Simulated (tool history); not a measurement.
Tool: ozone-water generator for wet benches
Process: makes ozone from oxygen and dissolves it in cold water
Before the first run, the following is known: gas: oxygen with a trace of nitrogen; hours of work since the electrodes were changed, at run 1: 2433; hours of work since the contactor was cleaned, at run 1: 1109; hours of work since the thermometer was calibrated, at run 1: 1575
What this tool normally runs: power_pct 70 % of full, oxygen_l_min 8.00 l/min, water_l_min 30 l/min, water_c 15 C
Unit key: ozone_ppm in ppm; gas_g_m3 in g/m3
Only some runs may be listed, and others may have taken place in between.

run,hour,power_pct,oxygen_l_min,water_l_min,water_c,hours of work since the electrodes were changed,hours of work since the contactor was cleaned,hours of work since the thermometer was calibrated,ozone_ppm,gas_g_m3
1,0.0,70,8.00,30,15,2433,1109,1575,17.0,148.4
2,82.8,70,8.00,30,15,2507,1183,1649,16.8,146.8
3,192.0,70,8.00,30,15,2606,1281,1747,16.9,147.7
4,345.8,70,8.00,30,15,2744,1420,1885,16.4,147.4
5,497.8,70,8.00,30,15,2880,1556,2022,16.4,143.6
6,621.1,70,8.00,30,15,2991,1667,2133,16.3,142.9
7,772.8,70,8.00,30,8,3128,1803,2269,17.9,144.5
8,943.5,70,8.00,30,8,3281,1957,2423,17.2,140.9
9,1104.0,70,8.00,27,8,3425,2101,2567,19.1,142.7
10,1264.6,52,8.00,30,15,3570,2245,2711,13.7,122.4
11,1368.9,52,8.00,30,15,3663,2339,2805,13.6,123.6
12,1508.8,52,8.00,30,15,3789,2465,2931,13.7,121.9
13,1670.8,52,8.00,30,15,3935,2610,3076,13.2,120.8
14,1785.3,77,8.00,30,15,4038,2713,3179,15.5,142.6
# hour 1858.1: water thermometer calibrated
15,1951.9,66,9.76,40,15,4187,2863,84,10.9,115.0
16,2124.4,66,9.76,26,15,4342,3018,239,15.6,116.5
17,2210.6,70,8.00,30,16,4419,3095,317,14.2,134.6
18,2382.0,70,4.81,30,15,4574,3249,471,14.7,187.0
19,2469.7,74,8.54,31,13,4652,3328,550,14.6,131.1
20,2612.3,74,8.54,31,13,4781,3456,678,14.4,128.8
# hour 2624.4: contactor cleaned
21,2747.5,59,8.54,31,8,4899,111,796,15.3,117.1
22,2892.1,54,4.31,31,21,5028,241,926,12.8,173.9
23,2993.2,58,9.19,31,14,5119,332,1017,13.9,108.1
24,3162.0,78,4.78,39,10,5271,483,1168,12.7,189.0
25,3257.3,50,10.13,27,15,5357,569,1254,13.5,95.0
26,3337.6,70,4.55,30,15,5429,641,1326,15.2,185.0
27,3456.3,70,4.21,30,11,5536,748,1433,15.4,191.5

Each row is a separate what-if for the run after 27, all from the same tool condition, not one after another. Results?
A,3526.0,70,6.80,30,15,5598,810,1496,?,?
B,3526.0,70,6.27,36,11,5598,810,1496,?,?
C,3526.0,91,4.21,30,15,5598,810,1496,?,?
D,3526.0,70,4.21,30,7,5598,810,1496,?,?

run,ozone_ppm,gas_g_m3
A,14.8,139.9
B,13.2,148.0
C,16.6,214.4
D,16.0,193.6
The same runs, with their run-to-run variation unchanged, on a tool lacking any hidden condition would have given:
run,ozone_ppm,gas_g_m3
A,19.8,182.8
B,17.6,193.3
C,22.8,289.0
D,21.4,252.9
